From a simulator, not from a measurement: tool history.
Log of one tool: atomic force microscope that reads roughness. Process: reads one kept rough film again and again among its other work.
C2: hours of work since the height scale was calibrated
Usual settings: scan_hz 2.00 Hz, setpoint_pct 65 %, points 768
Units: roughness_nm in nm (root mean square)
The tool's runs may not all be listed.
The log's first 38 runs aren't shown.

Run 39, hour 1428.0: usual settings but scan_hz 0.79 Hz, setpoint_pct 71 %, points 422; pictures with this tip 83; C2 58. Result: roughness_nm 2.428 nm (root mean square).
At hour 1453.7: new tip fitted.
Run 40, hour 1474.0: usual settings but scan_hz 0.60 Hz, setpoint_pct 71 %, points 435; pictures with this tip 24; C2 82. Result: roughness_nm 2.793 nm (root mean square).
Run 41, hour 1520.0: usual settings but scan_hz 0.60 Hz, setpoint_pct 71 %, points 556; pictures with this tip 81; C2 107. Result: roughness_nm 2.510 nm (root mean square).
At hour 1548.7: new tip fitted.
Run 42, hour 1556.3: usual settings but scan_hz 1.96 Hz, setpoint_pct 56 %; pictures with this tip 9; C2 126. Result: roughness_nm 2.885 nm (root mean square).
Run 43, hour 1608.6: usual settings but scan_hz 3.68 Hz, setpoint_pct 80 %; pictures with this tip 73; C2 153. Result: roughness_nm 2.187 nm (root mean square).
At hour 1640.9: new tip fitted.
Run 44, hour 1650.1: usual settings but scan_hz 1.67 Hz, setpoint_pct 87 %; pictures with this tip 12; C2 175. Result: roughness_nm 2.614 nm (root mean square).
Run 45, hour 1691.0: usual settings but scan_hz 1.67 Hz, setpoint_pct 60 %; pictures with this tip 62; C2 197. Result: roughness_nm 2.568 nm (root mean square).
Run 46, hour 1717.2: usual settings but scan_hz 1.67 Hz, setpoint_pct 60 %; pictures with this tip 93; C2 211. Result: roughness_nm 2.399 nm (root mean square).
At hour 1734.4: new tip fitted.
Run 47, hour 1753.9: usual settings but scan_hz 1.67 Hz, setpoint_pct 60 %; pictures with this tip 24; C2 230. Result: roughness_nm 2.774 nm (root mean square).
Run 48, hour 1788.6: usual settings but scan_hz 1.67 Hz, setpoint_pct 60 %; pictures with this tip 66; C2 249. Result: roughness_nm 2.531 nm (root mean square).

Run 49 comes next. What will it give?
Run 49, hour 1823.7: usual settings but scan_hz 1.67 Hz, setpoint_pct 69 %, points 667; pictures with this tip 108; C2 267. Result: roughness_nm ?.

Run 49 gave roughness_nm 2.282 nm (root mean square).
Without the tool's hidden state the same run would have given roughness_nm 2.872 nm (root mean square).

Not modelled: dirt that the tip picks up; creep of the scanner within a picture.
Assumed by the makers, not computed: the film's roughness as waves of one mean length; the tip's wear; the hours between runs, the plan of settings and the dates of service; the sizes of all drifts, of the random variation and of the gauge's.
